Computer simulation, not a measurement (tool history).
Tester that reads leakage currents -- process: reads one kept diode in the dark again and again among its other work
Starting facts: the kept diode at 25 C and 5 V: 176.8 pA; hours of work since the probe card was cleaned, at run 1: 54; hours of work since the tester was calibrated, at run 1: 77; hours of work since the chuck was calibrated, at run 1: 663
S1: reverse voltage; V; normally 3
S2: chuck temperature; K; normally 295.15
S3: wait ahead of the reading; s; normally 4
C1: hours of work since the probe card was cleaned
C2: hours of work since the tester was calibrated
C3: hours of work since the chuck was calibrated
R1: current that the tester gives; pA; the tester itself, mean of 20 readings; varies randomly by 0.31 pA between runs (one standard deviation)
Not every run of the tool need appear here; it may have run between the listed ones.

{"run": 1, "hour": 0.0, "S1": 3, "S2": 295.15, "S3": 4, "C1": 54, "C2": 77, "C3": 663, "R1": 110}
{"run": 2, "hour": 20.4, "S1": 3, "S2": 296.15, "S3": 4, "C1": 68, "C2": 91, "C3": 677, "R1": 120.05}
{"run": 3, "hour": 34.7, "S1": 3, "S2": 296.15, "S3": 1.14, "C1": 78, "C2": 101, "C3": 686, "R1": 121.36}
{"run": 4, "hour": 50.5, "S1": 3, "S2": 296.15, "S3": 1.14, "C1": 88, "C2": 112, "C3": 697, "R1": 121.14}
{"run": 5, "hour": 77.4, "S1": 3, "S2": 296.15, "S3": 1.14, "C1": 107, "C2": 130, "C3": 716, "R1": 121.4}
{"run": 6, "hour": 107.6, "S1": 3, "S2": 296.15, "S3": 1.14, "C1": 127, "C2": 151, "C3": 736, "R1": 121.73}
{"run": 7, "hour": 136.9, "S1": 8.6, "S2": 295.15, "S3": 4, "C1": 147, "C2": 171, "C3": 756, "R1": 196.69}
{"run": 8, "hour": 165.1, "S1": 3, "S2": 295.15, "S3": 4, "C1": 166, "C2": 190, "C3": 775, "R1": 111.78}
{"run": 9, "hour": 178.7, "S1": 15.11, "S2": 307.15, "S3": 4, "C1": 175, "C2": 199, "C3": 784, "R1": 779.52}
{"run": 10, "hour": 198.0, "S1": 15.11, "S2": 307.15, "S3": 4, "C1": 189, "C2": 212, "C3": 797, "R1": 779.7}
{"hour": 203.5, "done": "probe card cleaned and baked"}
{"run": 11, "hour": 214.9, "S1": 1.18, "S2": 295.15, "S3": 0.95, "C1": 8, "C2": 221, "C3": 807, "R1": 68.45}
{"run": 12, "hour": 234.3, "S1": 1.18, "S2": 295.15, "S3": 0.95, "C1": 21, "C2": 235, "C3": 820, "R1": 68.13}
{"run": 13, "hour": 256.6, "S1": 1.39, "S2": 319.15, "S3": 0.57, "C1": 36, "C2": 250, "C3": 835, "R1": 588.2}
{"run": 14, "hour": 275.9, "S1": 3.09, "S2": 311.15, "S3": 0.57, "C1": 49, "C2": 263, "C3": 848, "R1": 468.99}
{"run": 15, "hour": 291.7, "S1": 1.77, "S2": 329.15, "S3": 6, "C1": 60, "C2": 274, "C3": 859, "R1": 1455.79}
{"run": 16, "hour": 317.3, "S1": 1.77, "S2": 329.15, "S3": 6, "C1": 77, "C2": 291, "C3": 876, "R1": 1454.06}

5 ways to go on from here, each from the tool as it stands after run 16. What would each give?
{"run": "A", "hour": 334.1, "S1": 3, "S2": 310.15, "S3": 4, "C1": 89, "C2": 302, "C3": 888, "R1": "?"}
{"run": "B", "hour": 334.1, "S1": 2.75, "S2": 295.15, "S3": 1.05, "C1": 89, "C2": 302, "C3": 888, "R1": "?"}
{"run": "C", "hour": 334.1, "S1": 10.45, "S2": 294.15, "S3": 0.44, "C1": 89, "C2": 302, "C3": 888, "R1": "?"}
{"run": "D", "hour": 334.1, "S1": 2.49, "S2": 317.15, "S3": 6, "C1": 89, "C2": 302, "C3": 888, "R1": "?"}
{"run": "E", "hour": 334.1, "S1": 3, "S2": 297.15, "S3": 2.07, "C1": 89, "C2": 302, "C3": 888, "R1": "?"}

run=A R1=427.58
run=B R1=109.21
run=C R1=215.01
run=D R1=689.4
run=E R1=136.84
Stripped of hidden state, with their random variation kept, the same runs would have yielded:
run=A R1=391.69
run=B R1=97.75
run=C R1=188.99
run=D R1=635.59
run=E R1=122.93

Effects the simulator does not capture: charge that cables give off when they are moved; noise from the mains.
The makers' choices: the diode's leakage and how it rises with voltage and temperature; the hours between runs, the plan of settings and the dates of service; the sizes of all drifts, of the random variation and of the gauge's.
